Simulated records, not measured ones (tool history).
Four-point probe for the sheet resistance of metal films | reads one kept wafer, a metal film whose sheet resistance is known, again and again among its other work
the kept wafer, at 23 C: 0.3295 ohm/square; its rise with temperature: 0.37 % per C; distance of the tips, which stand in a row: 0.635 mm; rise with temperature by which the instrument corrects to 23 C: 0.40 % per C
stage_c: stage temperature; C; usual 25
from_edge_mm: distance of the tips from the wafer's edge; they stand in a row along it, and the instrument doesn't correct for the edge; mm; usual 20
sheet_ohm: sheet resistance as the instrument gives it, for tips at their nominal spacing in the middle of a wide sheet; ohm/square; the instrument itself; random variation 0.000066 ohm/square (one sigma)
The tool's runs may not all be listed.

run   hour  stage_c  from_edge_mm  sheet_ohm
  1      0       25            20   0.329455
  2   29.4       25            20   0.329436
  3   53.7       25            20   0.329429
  4   72.8       25            20   0.329263
  5   95.7       25            20   0.329416
  6  114.5       25            20   0.329379
  7  142.8       25            20   0.329352
     145.7  -- stage's thermometer calibrated
  8  161.5       23            20    0.32973
  9  187.5       23            20   0.329693
 10    205       20            20   0.330101
 11  231.6       20            20    0.33008
 12  257.2       20            20   0.330074
 13  278.4       20            20   0.330068
 14  301.9       25            61   0.329342
 15  328.6       33            61   0.328334
 16  346.1       25            20   0.329603
 17  370.3       25            15   0.329615
 18    394       25            15   0.329574
 19  407.7       25            15   0.329562
 20  422.1       25            15   0.329556
 21  440.6       25            15   0.329635
 22  462.5       25            15   0.329472
 23  481.9       25            15   0.329555
 24  496.3       27             7   0.330495
 25  516.5       29            28   0.328882
 26  544.6       23            39   0.329519
 27  564.9       31            18   0.328773
 28  589.9       31            18   0.328787
 29  619.4       31            18   0.328782
 30  639.7       19            20   0.330204
 31  660.3       23            30   0.329547
 32  677.1       27            16   0.329438
 33  706.2       22            10   0.330327
 34  734.6       22            30   0.329577
 35  761.7       22            30   0.329727
 36  774.3       22            30   0.329784
 37  799.5       22            30   0.329782
 38  815.7       29            13   0.329194
 39  830.6       26            20   0.329241

The next listed run, before its measurement:
 40  847.7       33             4          ?

{"run 40": {"sheet_ohm": 0.332864}}
Without the tool's hidden state the same run would have given sheet_ohm 0.332855 ohm/square.

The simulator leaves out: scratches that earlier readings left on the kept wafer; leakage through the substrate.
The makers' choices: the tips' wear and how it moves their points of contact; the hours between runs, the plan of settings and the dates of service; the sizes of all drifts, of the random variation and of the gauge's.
